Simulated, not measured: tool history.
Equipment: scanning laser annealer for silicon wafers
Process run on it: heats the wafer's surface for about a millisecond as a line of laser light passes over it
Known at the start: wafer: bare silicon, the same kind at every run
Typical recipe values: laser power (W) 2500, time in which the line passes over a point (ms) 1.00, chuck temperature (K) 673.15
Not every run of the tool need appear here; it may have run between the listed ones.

| run | day | laser power (W) | time in which the line passes over a point (ms) | chuck temperature (K) | highest temperature of the surface (K) |
|---|---|---|---|---|---|
| 1 | 0.000 | 2500 | 1.00 | 673.15 | 1393.15 |
| 2 | 2.562 | 2500 | 1.00 | 671.15 | 1394.15 |
| 3 | 4.225 | 2500 | 1.00 | 671.15 | 1393.15 |
| 4 | 5.625 | 2500 | 1.00 | 671.15 | 1395.15 |
| 5 | 6.979 | 2500 | 1.00 | 671.15 | 1394.15 |
| 6 | 9.317 | 2500 | 0.82 | 673.15 | 1334.15 |
| 7 | 10.433 | 2500 | 0.82 | 673.15 | 1337.15 |
| 8 | 12.212 | 2500 | 0.82 | 673.15 | 1337.15 |
| 9 | 14.821 | 2500 | 1.24 | 673.15 | 1468.15 |
|  | 16.929 | window over the wafer cleaned |
| 10 | 17.254 | 2500 | 1.24 | 673.15 | 1469.15 |
| 11 | 18.725 | 2338 | 1.13 | 702.15 | 1410.15 |
| 12 | 20.621 | 2338 | 1.13 | 702.15 | 1416.15 |
| 13 | 22.817 | 2338 | 1.13 | 702.15 | 1411.15 |
| 14 | 24.900 | 2407 | 0.72 | 673.15 | 1276.15 |
| 15 | 27.438 | 2407 | 0.72 | 673.15 | 1274.15 |
| 16 | 29.150 | 2154 | 0.92 | 673.15 | 1262.15 |
| 17 | 31.171 | 2154 | 0.92 | 673.15 | 1266.15 |
| 18 | 33.288 | 2500 | 1.11 | 681.15 | 1436.15 |
| 19 | 35.329 | 2176 | 1.22 | 657.15 | 1336.15 |

Branching from run 19: 4 alternative next runs. What would each branch give?
| A | 37.500 | 2161 | 0.71 | 657.15 | ? |
| B | 37.500 | 2185 | 0.89 | 650.15 | ? |
| C | 37.500 | 2135 | 1.05 | 654.15 | ? |
| D | 37.500 | 2655 | 0.99 | 683.15 | ? |

| run | highest temperature of the surface (K) |
|---|---|
| A | 1187.15 |
| B | 1239.15 |
| C | 1275.15 |
| D | 1451.15 |
Take away the tool's hidden state, keep each run's random variation, and the runs would have read:
| run | highest temperature of the surface (K) |
|---|---|
| A | 1187.15 |
| B | 1239.15 |
| C | 1275.15 |
| D | 1451.15 |

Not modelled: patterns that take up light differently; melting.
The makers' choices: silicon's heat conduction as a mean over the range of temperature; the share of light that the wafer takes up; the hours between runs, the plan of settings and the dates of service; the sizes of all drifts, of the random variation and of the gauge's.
